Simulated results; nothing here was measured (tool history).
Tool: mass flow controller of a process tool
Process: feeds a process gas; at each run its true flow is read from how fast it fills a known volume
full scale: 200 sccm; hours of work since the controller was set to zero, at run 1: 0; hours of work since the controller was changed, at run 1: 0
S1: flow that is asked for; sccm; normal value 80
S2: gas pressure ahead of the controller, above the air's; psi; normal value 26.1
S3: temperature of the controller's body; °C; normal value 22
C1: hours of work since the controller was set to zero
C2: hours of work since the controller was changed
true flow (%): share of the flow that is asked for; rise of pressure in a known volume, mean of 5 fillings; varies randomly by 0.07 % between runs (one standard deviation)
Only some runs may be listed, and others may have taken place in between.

{"run": 1, "hour": 0.0, "S1": 80, "S2": 26.1, "S3": 22, "C1": 0, "C2": 0, "true flow (%)": 99.26}
{"run": 2, "hour": 346.3, "S1": 80, "S2": 26.1, "S3": 22, "C1": 256, "C2": 256, "true flow (%)": 99.54}
{"run": 3, "hour": 689.1, "S1": 80, "S2": 26.1, "S3": 22, "C1": 509, "C2": 509, "true flow (%)": 99.37}
{"run": 4, "hour": 1030.3, "S1": 80, "S2": 26.1, "S3": 22, "C1": 761, "C2": 761, "true flow (%)": 99.58}
{"run": 5, "hour": 1415.0, "S1": 134, "S2": 26.1, "S3": 22, "C1": 1045, "C2": 1045, "true flow (%)": 99.75}
{"run": 6, "hour": 1865.9, "S1": 80, "S2": 26.1, "S3": 22, "C1": 1378, "C2": 1378, "true flow (%)": 99.69}
{"run": 7, "hour": 2268.7, "S1": 80, "S2": 26.1, "S3": 22, "C1": 1675, "C2": 1675, "true flow (%)": 99.94}
{"run": 8, "hour": 2494.8, "S1": 80, "S2": 26.1, "S3": 22, "C1": 1842, "C2": 1842, "true flow (%)": 100.12}
{"run": 9, "hour": 2928.2, "S1": 80, "S2": 26.1, "S3": 24, "C1": 2162, "C2": 2162, "true flow (%)": 100.27}
{"run": 10, "hour": 3167.1, "S1": 80, "S2": 26.1, "S3": 24, "C1": 2339, "C2": 2339, "true flow (%)": 100.25}
{"run": 11, "hour": 3624.9, "S1": 80, "S2": 26.1, "S3": 24, "C1": 2677, "C2": 2677, "true flow (%)": 100.44}
{"run": 12, "hour": 3910.8, "S1": 134, "S2": 26.1, "S3": 24, "C1": 2888, "C2": 2888, "true flow (%)": 100.18}
{"run": 13, "hour": 4120.5, "S1": 80, "S2": 26.1, "S3": 22, "C1": 3043, "C2": 3043, "true flow (%)": 100.45}
{"run": 14, "hour": 4594.3, "S1": 80, "S2": 26.1, "S3": 22, "C1": 3393, "C2": 3393, "true flow (%)": 100.46}
{"run": 15, "hour": 4839.7, "S1": 80, "S2": 26.1, "S3": 22, "C1": 3574, "C2": 3574, "true flow (%)": 100.64}
{"run": 16, "hour": 5177.7, "S1": 80, "S2": 26.1, "S3": 39, "C1": 3824, "C2": 3824, "true flow (%)": 102.61}
{"run": 17, "hour": 5400.1, "S1": 80, "S2": 26.1, "S3": 22, "C1": 3988, "C2": 3988, "true flow (%)": 100.7}
{"run": 18, "hour": 5671.4, "S1": 80, "S2": 26.1, "S3": 22, "C1": 4188, "C2": 4188, "true flow (%)": 100.8}
{"run": 19, "hour": 6031.4, "S1": 80, "S2": 26.1, "S3": 22, "C1": 4454, "C2": 4454, "true flow (%)": 100.82}
{"run": 20, "hour": 6374.6, "S1": 80, "S2": 29.7, "S3": 22, "C1": 4707, "C2": 4707, "true flow (%)": 100.75}
{"run": 21, "hour": 6663.3, "S1": 80, "S2": 29.7, "S3": 22, "C1": 4921, "C2": 4921, "true flow (%)": 100.94}
{"run": 22, "hour": 6952.5, "S1": 80, "S2": 29.7, "S3": 22, "C1": 5134, "C2": 5134, "true flow (%)": 101.07}
{"hour": 7038.8, "done": "controller's zero set anew"}
{"run": 23, "hour": 7194.2, "S1": 80, "S2": 26.1, "S3": 21, "C1": 115, "C2": 5312, "true flow (%)": 98.11}
{"run": 24, "hour": 7539.1, "S1": 80, "S2": 26.1, "S3": 21, "C1": 369, "C2": 5567, "true flow (%)": 98.15}
{"run": 25, "hour": 7912.1, "S1": 140, "S2": 26.1, "S3": 29, "C1": 645, "C2": 5842, "true flow (%)": 99.48}
{"run": 26, "hour": 8399.9, "S1": 140, "S2": 26.1, "S3": 29, "C1": 1005, "C2": 6203, "true flow (%)": 99.49}
{"run": 27, "hour": 8623.4, "S1": 140, "S2": 35.2, "S3": 34, "C1": 1170, "C2": 6368, "true flow (%)": 99.79}
{"run": 28, "hour": 8841.0, "S1": 140, "S2": 35.2, "S3": 34, "C1": 1331, "C2": 6528, "true flow (%)": 99.81}
{"run": 29, "hour": 9243.2, "S1": 20, "S2": 25.8, "S3": 31, "C1": 1628, "C2": 6825, "true flow (%)": 102.05}
{"run": 30, "hour": 9498.6, "S1": 20, "S2": 25.8, "S3": 31, "C1": 1816, "C2": 7014, "true flow (%)": 102.43}
{"run": 31, "hour": 9756.0, "S1": 52, "S2": 26.1, "S3": 22, "C1": 2007, "C2": 7204, "true flow (%)": 99.34}
{"run": 32, "hour": 10020.6, "S1": 52, "S2": 26.1, "S3": 32, "C1": 2202, "C2": 7400, "true flow (%)": 100.66}
{"run": 33, "hour": 10283.3, "S1": 80, "S2": 31, "S3": 25, "C1": 2396, "C2": 7594, "true flow (%)": 99}
{"run": 34, "hour": 10548.4, "S1": 38, "S2": 26.1, "S3": 22, "C1": 2592, "C2": 7789, "true flow (%)": 100.42}
{"run": 35, "hour": 10792.8, "S1": 25, "S2": 35.2, "S3": 38, "C1": 2772, "C2": 7970, "true flow (%)": 103.88}
{"run": 36, "hour": 11132.3, "S1": 25, "S2": 35.2, "S3": 31, "C1": 3023, "C2": 8220, "true flow (%)": 103.36}
{"run": 37, "hour": 11533.1, "S1": 25, "S2": 35.2, "S3": 31, "C1": 3319, "C2": 8516, "true flow (%)": 103.92}
{"run": 38, "hour": 11981.3, "S1": 65, "S2": 26.1, "S3": 22, "C1": 3650, "C2": 8847, "true flow (%)": 99.86}
{"run": 39, "hour": 12402.5, "S1": 80, "S2": 28.9, "S3": 33, "C1": 3961, "C2": 9158, "true flow (%)": 100.71}
{"run": 40, "hour": 12703.8, "S1": 80, "S2": 28.9, "S3": 33, "C1": 4183, "C2": 9381, "true flow (%)": 100.82}
{"run": 41, "hour": 13056.2, "S1": 41, "S2": 23.5, "S3": 24, "C1": 4444, "C2": 9641, "true flow (%)": 102.15}
{"run": 42, "hour": 13476.2, "S1": 147, "S2": 20.7, "S3": 35, "C1": 4754, "C2": 9951, "true flow (%)": 100.69}
{"run": 43, "hour": 13964.0, "S1": 75, "S2": 24.1, "S3": 20, "C1": 5114, "C2": 10312, "true flow (%)": 99.87}
{"hour": 14111.8, "done": "controller's zero set anew"}
{"run": 44, "hour": 14458.0, "S1": 22, "S2": 26.1, "S3": 22, "C1": 256, "C2": 10676, "true flow (%)": 97.3}
{"run": 45, "hour": 14864.1, "S1": 116, "S2": 30.2, "S3": 22, "C1": 556, "C2": 10976, "true flow (%)": 97.16}
{"hour": 14953.0, "done": "controller exchanged for a calibrated one"}
{"run": 46, "hour": 15324.9, "S1": 116, "S2": 30.2, "S3": 22, "C1": 275, "C2": 275, "true flow (%)": 98.97}
{"run": 47, "hour": 15710.4, "S1": 110, "S2": 26.3, "S3": 22, "C1": 559, "C2": 559, "true flow (%)": 99.14}

Each row is a separate what-if for the run after 47, all from the same tool condition, not one after another. Results?
{"run": "A", "hour": 16004.7, "S1": 110, "S2": 37.6, "S3": 26, "C1": 777, "C2": 777, "true flow (%)": "?"}
{"run": "B", "hour": 16004.7, "S1": 80, "S2": 26.1, "S3": 23, "C1": 777, "C2": 777, "true flow (%)": "?"}
{"run": "C", "hour": 16004.7, "S1": 21, "S2": 39.2, "S3": 22, "C1": 777, "C2": 777, "true flow (%)": "?"}
{"run": "D", "hour": 16004.7, "S1": 36, "S2": 26.3, "S3": 22, "C1": 777, "C2": 777, "true flow (%)": "?"}

run=A true_flow_(%)=99.35
run=B true_flow_(%)=99.22
run=C true_flow_(%)=99.46
run=D true_flow_(%)=99.38
What these runs would have given with no unlogged condition in the tool:
run=A true_flow_(%)=99.34
run=B true_flow_(%)=99.09
run=C true_flow_(%)=98.12
run=D true_flow_(%)=98.72

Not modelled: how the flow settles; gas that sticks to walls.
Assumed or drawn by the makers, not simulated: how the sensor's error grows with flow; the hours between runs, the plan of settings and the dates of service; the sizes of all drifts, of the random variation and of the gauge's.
